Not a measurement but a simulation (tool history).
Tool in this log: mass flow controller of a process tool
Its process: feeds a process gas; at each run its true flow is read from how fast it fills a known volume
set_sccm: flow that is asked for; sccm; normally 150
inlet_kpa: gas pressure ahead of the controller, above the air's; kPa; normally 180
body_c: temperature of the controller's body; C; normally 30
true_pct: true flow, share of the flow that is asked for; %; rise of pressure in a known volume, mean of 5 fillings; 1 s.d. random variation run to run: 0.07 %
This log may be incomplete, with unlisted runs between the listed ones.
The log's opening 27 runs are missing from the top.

| run | day | set_sccm | inlet_kpa | body_c | true_pct |
|---|---|---|---|---|---|
| 28 | 289.617 | 227 | 192 | 30 | 97.06 |
|  | 290.417 | controller's zero set anew |
| 29 | 303.275 | 227 | 192 | 30 | 96.64 |
| 30 | 311.608 | 227 | 192 | 30 | 96.55 |
| 31 | 325.096 | 349 | 168 | 30 | 97.51 |
| 32 | 338.812 | 349 | 168 | 30 | 97.51 |
| 33 | 354.692 | 349 | 168 | 30 | 97.36 |
| 34 | 364.604 | 51 | 154 | 23 | 91.93 |
| 35 | 376.55 | 51 | 154 | 23 | 91.66 |
|  | 384.592 | controller's zero set anew, once more |
| 36 | 391.083 | 159 | 157 | 30 | 96.56 |
| 37 | 404.438 | 159 | 157 | 30 | 96.46 |
| 38 | 413.304 | 159 | 176 | 20 | 97.41 |
| 39 | 428.479 | 439 | 141 | 38 | 97.34 |
| 40 | 436.054 | 150 | 169 | 30 | 96.13 |
| 41 | 446.283 | 150 | 211 | 30 | 96.12 |
| 42 | 456.204 | 259 | 228 | 34 | 96.64 |
| 43 | 467.392 | 259 | 228 | 34 | 96.56 |
| 44 | 478.692 | 59 | 141 | 30 | 93.85 |
| 45 | 490.633 | 59 | 141 | 30 | 93.51 |
| 46 | 503.6 | 59 | 141 | 30 | 93.36 |
| 47 | 514.133 | 59 | 141 | 30 | 93.16 |
| 48 | 527.692 | 118 | 181 | 24 | 95.54 |
| 49 | 543.267 | 97 | 245 | 30 | 94.36 |

Consider 3 possible next runs. They are alternatives, not a sequence: every one starts from the tool as it was left by run 49. What does each give?
| A | 555.362 | 150 | 205 | 30 | ? |
| B | 555.362 | 97 | 160 | 30 | ? |
| C | 555.362 | 55 | 180 | 30 | ? |

| run | true_pct |
|---|---|
| A | 95.06 |
| B | 93.89 |
| C | 92.2 |
What these runs would have given with no unlogged condition in the tool:
| run | true_pct |
|---|---|
| A | 97.17 |
| B | 96.71 |
| C | 96.56 |

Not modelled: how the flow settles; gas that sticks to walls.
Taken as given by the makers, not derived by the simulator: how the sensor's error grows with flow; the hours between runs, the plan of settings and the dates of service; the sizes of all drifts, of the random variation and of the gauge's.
